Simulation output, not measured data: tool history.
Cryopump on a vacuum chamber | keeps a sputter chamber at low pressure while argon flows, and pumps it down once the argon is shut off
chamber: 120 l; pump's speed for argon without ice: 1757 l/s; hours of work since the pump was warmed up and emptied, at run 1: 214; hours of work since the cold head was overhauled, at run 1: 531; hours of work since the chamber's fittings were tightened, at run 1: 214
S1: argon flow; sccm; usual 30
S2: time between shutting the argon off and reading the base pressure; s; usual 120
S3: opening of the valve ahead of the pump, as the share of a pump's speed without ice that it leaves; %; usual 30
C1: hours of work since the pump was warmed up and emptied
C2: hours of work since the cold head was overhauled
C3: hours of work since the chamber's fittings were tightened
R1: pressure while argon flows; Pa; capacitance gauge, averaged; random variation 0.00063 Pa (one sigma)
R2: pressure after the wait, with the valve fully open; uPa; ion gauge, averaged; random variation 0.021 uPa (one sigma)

run 1 day=0 | S1=30 S2=120 S3=30 | C1=214 C2=531 C3=214 | R1=0.1043 R2=0.64
run 2 day=1.062 | S1=30 S2=120 S3=30 | C1=228 C2=546 C3=228 | R1=0.1042 R2=0.66
run 3 day=2.158 | S1=30 S2=120 S3=30 | C1=243 C2=560 C3=243 | R1=0.1047 R2=0.69
run 4 day=2.942 | S1=30 S2=120 S3=27 | C1=254 C2=571 C3=254 | R1=0.1153 R2=0.61
run 5 day=3.742 | S1=30 S2=120 S3=27 | C1=265 C2=582 C3=265 | R1=0.1174 R2=0.69
run 6 day=5.092 | S1=30 S2=120 S3=27 | C1=283 C2=600 C3=283 | R1=0.1167 R2=0.71
run 7 day=6.167 | S1=30 S2=120 S3=27 | C1=297 C2=614 C3=297 | R1=0.1189 R2=0.67
-- day=6.729 pump warmed up, emptied and cooled again
run 8 day=7.383 | S1=30 S2=120 S3=25 | C1=9 C2=628 C3=311 | R1=0.1169 R2=0.57
run 9 day=8.633 | S1=30 S2=120 S3=25 | C1=26 C2=645 C3=328 | R1=0.1173 R2=0.63
run 10 day=9.833 | S1=30 S2=120 S3=30 | C1=42 C2=661 C3=344 | R1=0.0978 R2=0.63
run 11 day=10.992 | S1=30 S2=120 S3=21 | C1=58 C2=677 C3=360 | R1=0.1393 R2=0.62
run 12 day=11.725 | S1=17 S2=120 S3=21 | C1=67 C2=687 C3=370 | R1=0.0799 R2=0.65
run 13 day=13.075 | S1=17 S2=120 S3=21 | C1=86 C2=705 C3=388 | R1=0.0801 R2=0.66
run 14 day=13.721 | S1=30 S2=120 S3=30 | C1=94 C2=714 C3=397 | R1=0.0994 R2=0.63
run 15 day=14.975 | S1=30 S2=120 S3=30 | C1=111 C2=731 C3=414 | R1=0.1008 R2=0.71
run 16 day=16.225 | S1=30 S2=161 S3=52 | C1=128 C2=747 C3=430 | R1=0.0591 R2=0.57
run 17 day=17.604 | S1=27 S2=57 S3=23 | C1=147 C2=766 C3=449 | R1=0.118 R2=1.05
run 18 day=18.729 | S1=27 S2=57 S3=23 | C1=162 C2=781 C3=464 | R1=0.1176 R2=0.99
run 19 day=19.833 | S1=54 S2=57 S3=26 | C1=177 C2=796 C3=479 | R1=0.2115 R2=1.02
run 20 day=20.762 | S1=44 S2=57 S3=20 | C1=190 C2=809 C3=492 | R1=0.2197 R2=1.04
run 21 day=22.233 | S1=44 S2=57 S3=20 | C1=209 C2=829 C3=512 | R1=0.2221 R2=1.04
run 22 day=23.508 | S1=17 S2=103 S3=38 | C1=227 C2=846 C3=529 | R1=0.0475 R2=0.79
run 23 day=24.371 | S1=52 S2=46 S3=51 | C1=238 C2=858 C3=540 | R1=0.1129 R2=1.26
run 24 day=25.017 | S1=39 S2=46 S3=51 | C1=247 C2=866 C3=549 | R1=0.0854 R2=1.26
run 25 day=25.846 | S1=30 S2=120 S3=21 | C1=258 C2=877 C3=560 | R1=0.1479 R2=0.81
run 26 day=27.05 | S1=38 S2=120 S3=24 | C1=274 C2=894 C3=577 | R1=0.1665 R2=0.88
run 27 day=28.362 | S1=50 S2=41 S3=30 | C1=292 C2=911 C3=594 | R1=0.1789 R2=1.41
-- day=29.254 pump warmed up, emptied and cooled again
run 28 day=29.417 | S1=30 S2=23 S3=37 | C1=2 C2=923 C3=606 | R1=0.0787 R2=1.79

Hidden state or all else? Some run-to-run changes of R1, split into what the settings, what came in and random variation would give without the hidden state, and what is left for the hidden state (with any gauge scatter that isn't in both results):
The hidden state here: pump's speed, % of a pump's without ice; cold plate's temperature, K; leak into the chamber, uPa l/s; drift of the gauge itself on working_pa, %; drift of the gauge itself on base_upa, %.
Run 7 -> 8: S3 27 -> 25, pump warmed up, emptied and cooled again. R1 -0.002 Pa: hidden state -0.0111, all else +0.0091.
Run 21 -> 22: S1 44 -> 17, S2 57 -> 103, S3 20 -> 38. R1 -0.1746 Pa: hidden state -0.0063, all else -0.1683.
Run 27 -> 28: S1 50 -> 30, S2 41 -> 23, S3 30 -> 37, pump warmed up, emptied and cooled again. R1 -0.1002 Pa: hidden state -0.0185, all else -0.0817.

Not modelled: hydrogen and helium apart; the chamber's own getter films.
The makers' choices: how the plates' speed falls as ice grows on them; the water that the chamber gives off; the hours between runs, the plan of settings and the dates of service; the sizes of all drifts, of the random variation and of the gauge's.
